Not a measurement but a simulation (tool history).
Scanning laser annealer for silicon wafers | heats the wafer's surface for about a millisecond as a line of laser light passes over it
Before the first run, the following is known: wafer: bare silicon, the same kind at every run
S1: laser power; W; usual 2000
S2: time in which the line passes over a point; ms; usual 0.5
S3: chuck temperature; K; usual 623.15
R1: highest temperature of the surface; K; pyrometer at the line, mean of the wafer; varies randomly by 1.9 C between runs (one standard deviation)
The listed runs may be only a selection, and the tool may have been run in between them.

run 1 hour=0 | S1=2000 S2=0.5 S3=623.15 | R1=1343.15
run 2 hour=35 | S1=2000 S2=0.5 S3=623.15 | R1=1341.15
run 3 hour=63.2 | S1=2000 S2=0.5 S3=623.15 | R1=1346.15
-- hour=75 window over the wafer cleaned
run 4 hour=97.9 | S1=2000 S2=0.522 S3=623.15 | R1=1388.15
run 5 hour=129.7 | S1=2000 S2=0.5 S3=596.15 | R1=1341.15
run 6 hour=151.9 | S1=2000 S2=0.5 S3=596.15 | R1=1341.15
run 7 hour=172.2 | S1=2000 S2=0.5 S3=596.15 | R1=1341.15
run 8 hour=186.6 | S1=2000 S2=0.547 S3=623.15 | R1=1397.15
run 9 hour=209.2 | S1=2000 S2=0.547 S3=623.15 | R1=1400.15
run 10 hour=236.3 | S1=2000 S2=0.5 S3=623.15 | R1=1365.15
run 11 hour=257.9 | S1=2000 S2=0.5 S3=623.15 | R1=1360.15
run 12 hour=277.6 | S1=2000 S2=0.5 S3=623.15 | R1=1362.15
run 13 hour=306.1 | S1=1812 S2=0.5 S3=623.15 | R1=1288.15
run 14 hour=321.2 | S1=2000 S2=0.363 S3=623.15 | R1=1252.15
run 15 hour=335.7 | S1=2000 S2=0.363 S3=623.15 | R1=1252.15
run 16 hour=355.1 | S1=2000 S2=0.363 S3=623.15 | R1=1247.15
run 17 hour=375.5 | S1=1815 S2=0.5 S3=623.15 | R1=1285.15
run 18 hour=408.5 | S1=2000 S2=0.5 S3=623.15 | R1=1349.15
run 19 hour=423.6 | S1=1703 S2=0.5 S3=623.15 | R1=1237.15
-- hour=428.2 laser's power meter calibrated
run 20 hour=447.4 | S1=2000 S2=0.5 S3=623.15 | R1=1350.15
run 21 hour=466.3 | S1=2155 S2=0.5 S3=659.15 | R1=1441.15
run 22 hour=501.8 | S1=2155 S2=0.5 S3=659.15 | R1=1443.15
run 23 hour=523.1 | S1=2155 S2=0.5 S3=659.15 | R1=1440.15
-- hour=543.8 laser's power meter calibrated, once more
run 24 hour=551.2 | S1=2000 S2=0.472 S3=618.15 | R1=1321.15
run 25 hour=585.1 | S1=2000 S2=0.535 S3=623.15 | R1=1364.15
run 26 hour=611.2 | S1=2128 S2=0.362 S3=623.15 | R1=1273.15
run 27 hour=633.4 | S1=2128 S2=0.404 S3=623.15 | R1=1307.15
run 28 hour=661.3 | S1=2000 S2=0.504 S3=650.15 | R1=1368.15
-- hour=671.6 window over the wafer cleaned
run 29 hour=680.5 | S1=1708 S2=0.412 S3=653.15 | R1=1229.15
run 30 hour=696.8 | S1=1708 S2=0.412 S3=653.15 | R1=1229.15
run 31 hour=712.1 | S1=2161 S2=0.449 S3=611.15 | R1=1380.15
run 32 hour=739.8 | S1=2053 S2=0.449 S3=611.15 | R1=1337.15
run 33 hour=766.7 | S1=2053 S2=0.388 S3=663.15 | R1=1336.15
run 34 hour=791.2 | S1=2053 S2=0.388 S3=663.15 | R1=1337.15
run 35 hour=820.4 | S1=1998 S2=0.366 S3=623.15 | R1=1255.15
run 36 hour=843.5 | S1=1998 S2=0.366 S3=623.15 | R1=1256.15
run 37 hour=861.1 | S1=2118 S2=0.442 S3=623.15 | R1=1359.15

What will run 38 give?
run 38 hour=896.5 | S1=2118 S2=0.442 S3=623.15 | R1=?

{"run 38": {"R1": 1362.15}}
On a tool with no hidden condition, and with the same random variation, this run would have come out at R1 1386.15 K.
